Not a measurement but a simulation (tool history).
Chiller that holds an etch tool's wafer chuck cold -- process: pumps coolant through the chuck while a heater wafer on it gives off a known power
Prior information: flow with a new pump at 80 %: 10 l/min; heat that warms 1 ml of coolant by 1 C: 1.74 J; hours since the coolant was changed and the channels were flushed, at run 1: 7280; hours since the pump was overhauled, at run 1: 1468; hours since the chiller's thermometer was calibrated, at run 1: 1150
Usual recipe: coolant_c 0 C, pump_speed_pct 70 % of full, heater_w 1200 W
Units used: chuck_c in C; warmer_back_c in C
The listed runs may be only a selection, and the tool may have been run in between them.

run   hour  coolant_c  pump_speed_pct  heater_w  hours since the coolant was changed and the channels were flushed  hours since the pump was overhauled  hours since the chiller's thermometer was calibrated  chuck_c  warmer_back_c
  1      0          0              70      1200                                                               7280                                 1468                                                  1150     11.5            4.8
  2   22.2          4              70      1200                                                               7302                                 1491                                                  1172     15.6           4.77
  3   54.2          9              70      1200                                                               7334                                 1523                                                  1204     20.6            4.8
  4  100.1          9              70      1200                                                               7380                                 1569                                                  1250     20.6           4.74
  5  146.3          0              70       814                                                               7426                                 1615                                                  1296      7.8           3.24
  6  188.4          0              80       814                                                               7468                                 1657                                                  1338      6.9           2.77
  7  236.6          0              80       814                                                               7516                                 1705                                                  1386      7.1           2.83
  8  267.1          0              70      1200                                                               7547                                 1736                                                  1417     11.6           4.78
  9    289          0              70      1200                                                               7569                                 1757                                                  1439     11.4           4.72
 10  311.6         -6              70      1200                                                               7591                                 1780                                                  1461      5.7           4.82
 11  346.1         -6              70       796                                                               7626                                 1815                                                  1496      1.5           3.16
 12  380.8          1              70      1200                                                               7661                                 1849                                                  1531     12.7           4.73
 13  417.1          4              70      1200                                                               7697                                 1886                                                  1567     15.4           4.79
 14  446.9          4              70      1200                                                               7727                                 1915                                                  1597     15.5           4.82
 15  495.5          7              81       720                                                               7775                                 1964                                                  1645     13.1           2.46
 16  519.7         -3              65       871                                                               7800                                 1988                                                  1670      5.7            3.8
 17  554.7          2              94       847                                                               7835                                 2023                                                  1704      8.7           2.45
 18  593.9          2              94       847                                                               7874                                 2062                                                  1744      8.5           2.44
 19  622.2          2              94       847                                                               7902                                 2091                                                  1772      8.4           2.39
 20  642.4          0              65       622                                                               7922                                 2111                                                  1792      6.4           2.69

Run 21 is up next; what results do you expect?
 21  663.1         -2              96       611                                                               7943                                 2131                                                  1813        ?              ?

{"run 21": {"chuck_c": 2.6, "warmer_back_c": 1.72}}
The same run, on a tool lacking any hidden state, would have yielded chuck_c 2.6 C, warmer_back_c 1.72 C.
